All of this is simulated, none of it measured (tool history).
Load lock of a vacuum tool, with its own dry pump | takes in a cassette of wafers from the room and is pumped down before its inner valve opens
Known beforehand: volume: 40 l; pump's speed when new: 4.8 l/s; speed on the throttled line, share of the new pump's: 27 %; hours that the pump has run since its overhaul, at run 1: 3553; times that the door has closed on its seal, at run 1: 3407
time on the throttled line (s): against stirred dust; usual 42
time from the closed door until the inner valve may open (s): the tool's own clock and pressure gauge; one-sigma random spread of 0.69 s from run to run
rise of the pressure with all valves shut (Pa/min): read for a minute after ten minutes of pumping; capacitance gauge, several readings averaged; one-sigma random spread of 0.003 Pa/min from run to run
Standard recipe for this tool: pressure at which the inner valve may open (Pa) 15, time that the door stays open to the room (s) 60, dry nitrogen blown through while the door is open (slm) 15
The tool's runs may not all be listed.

run	hour	time on the throttled line (s)	pressure at which the inner valve may open (Pa)	time that the door stays open to the room (s)	dry nitrogen blown through while the door is open (slm)	hours that the pump has run since its overhaul	times that the door has closed on its seal	incoming humidity of the room's air, %	time from the closed door until the inner valve may open (s)	rise of the pressure with all valves shut (Pa/min)
1	0	42	15	60	15	3553	3407	42.9	106.2	0.049
2	61	27	15	60	15	3614	3618	48.5	95.2	0.048
3	129.9	27	15	60	15	3683	3856	43.1	95.5	0.055
4	187.1	27	15	60	15	3740	4053	44.3	96.4	0.053
5	247.9	27	15	60	15	3801	4263	45.2	94.9	0.059
6	316.8	27	15	60	25	3870	4501	43.8	96.1	0.057
7	413	27	15	60	25	3966	4833	44.7	96.7	0.057
8	480	42	15	60	15	4033	5064	47.3	106	0.063
9	532.3	42	15	60	15	4086	5245	42.2	106.7	0.062
10	610.9	42	15	60	15	4164	5516	44.2	106.2	0.07
11	685.7	42	15	60	15	4239	5774	44.3	105.7	0.071
12	768.1	42	15	60	15	4321	6059	47	108	0.076
13	820.7	42	15	60	15	4374	6240	46.9	107.2	0.076
14	867.5	42	15	60	15	4421	6401	43.6	106.9	0.079
15	916	42	15	60	15	4469	6569	43.6	107.2	0.081
16	974.6	33	15	60	15	4528	6771	41.9	100.2	0.082
17	1014.8	33	15	60	15	4568	6910	44.5	101.1	0.079
18	1111.7	33	15	60	15	4665	7244	45.3	100.4	0.086
19	1183.1	33	15	60	15	4736	7491	43.7	101	0.089
20	1240.6	33	15	60	15	4794	7689	45.7	101.1	0.093
21	1300	48	26	204	14	4853	7894	44.1	105.6	0.11
22	1382.3	42	15	33	15	4936	8178	43.5	108.9	0.093
23	1462.6	67	20	179	15	5016	8456	45.5	122.2	0.117
24	1540.3	67	20	29	28	5094	8724	42.5	121.7	0.097
25	1609.5	67	20	29	28	5163	8963	47.4	123	0.103
26	1686.8	67	20	29	28	5240	9229	46.8	121.8	0.101
27	1766.4	42	15	60	8	5320	9504	44.3	107.2	0.123
28	1851.9	43	15	145	15	5405	9799	46.9	109.9	0.127
29	1901.7	43	15	145	15	5455	9971	43.2	107.9	0.133
30	1945.7	26	10	29	15	5499	10123	47.1	99.6	0.115
31	2029.5	42	15	147	17	5583	10412	47.4	108.4	0.14
32	2080.6	42	15	147	17	5634	10589	47.3	107.6	0.145
33	2143	42	15	147	17	5696	10804	43.6	107.7	0.143
34	2208.1	42	15	147	17	5761	11029	41.7	108.7	0.147
35	2297.1	42	26	60	6	5850	11336	46.4	103.3	0.151
36	2390	42	26	60	6	5943	11657	43.8	103	0.158

4 options for the next run, each taken on its own from the tool as it stands now. Forecast them:
A	2437.4	43	15	113	15	5991	11820	48.5	?	?
B	2437.4	70	26	67	29	5991	11820	45.9	?	?
C	2437.4	60	16	60	7	5991	11820	47.2	?	?
D	2437.4	42	10	104	8	5991	11820	44.7	?	?

run	time from the closed door until the inner valve may open (s)	rise of the pressure with all valves shut (Pa/min)
A	108.6	0.159
B	123.2	0.152
C	118.5	0.158
D	111.7	0.162
Without the tool's unlogged condition, the same runs would have read:
run	time from the closed door until the inner valve may open (s)	rise of the pressure with all valves shut (Pa/min)
A	104.9	0.027
B	120.3	0.019
C	115.3	0.027
D	107.9	0.031
